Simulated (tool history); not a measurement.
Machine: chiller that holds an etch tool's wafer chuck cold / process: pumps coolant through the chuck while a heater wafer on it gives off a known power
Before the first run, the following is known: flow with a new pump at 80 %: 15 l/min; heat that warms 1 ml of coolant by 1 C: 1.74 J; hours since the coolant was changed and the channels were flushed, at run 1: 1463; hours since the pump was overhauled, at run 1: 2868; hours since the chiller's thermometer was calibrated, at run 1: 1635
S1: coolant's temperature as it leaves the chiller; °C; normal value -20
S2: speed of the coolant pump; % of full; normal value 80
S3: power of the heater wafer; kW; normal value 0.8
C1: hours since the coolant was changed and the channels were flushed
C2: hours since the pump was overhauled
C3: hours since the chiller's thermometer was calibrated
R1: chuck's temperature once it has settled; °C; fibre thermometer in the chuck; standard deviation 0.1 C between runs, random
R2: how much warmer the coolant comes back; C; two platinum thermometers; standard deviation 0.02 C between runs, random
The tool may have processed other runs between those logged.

run,hour,S1,S2,S3,C1,C2,C3,R1,R2
1,0,-20,80,0.8,1463,2868,1635,-12.5,1.91
2,63.4,-20,80,0.531,1527,2932,1698,-15,1.24
3,183.6,-20,80,0.531,1647,3052,1818,-15,1.25
4,308.1,-20,80,0.531,1771,3176,1943,-15,1.23
5,406.2,-20,80,0.531,1870,3274,2041,-15,1.25
6,496.3,-20,80,0.8,1960,3365,2131,-12.2,1.9
7,614.5,-20,80,0.8,2078,3483,2249,-12.4,1.93
8,687.1,-20,80,0.8,2150,3555,2322,-12.2,1.92
9,829.2,-20,80,0.8,2293,3697,2464,-12.5,1.93
10,903.9,-20,80,0.661,2367,3772,2539,-13.8,1.57
11,983.5,-20,80,0.661,2447,3852,2618,-13.7,1.59
12,1045,-20,80,0.661,2508,3913,2680,-13.5,1.61
13,1121.9,-16,80,0.8,2585,3990,2757,-8.5,1.94
14,1244.8,-16,80,0.8,2708,4113,2880,-8.4,1.95
15,1308.4,-16,80,0.8,2772,4177,2943,-8.1,1.96
16,1376,-16,80,0.8,2839,4244,3011,-8.4,1.93
17,1509.8,-20,96,0.8,2973,4378,3144,-13.2,1.62

Estimate the outcome of run 18 from the log above:
# hour 1524.3: coolant pump overhauled
18,1609.2,-28,73,0.527,3068,85,3239,?,?

{"run 18": {"R1": -22.7, "R2": 1.39}}
With the hidden condition absent and the run-to-run variation left alone, this run would have shown R1 -22.9 °C, R2 1.3 C.
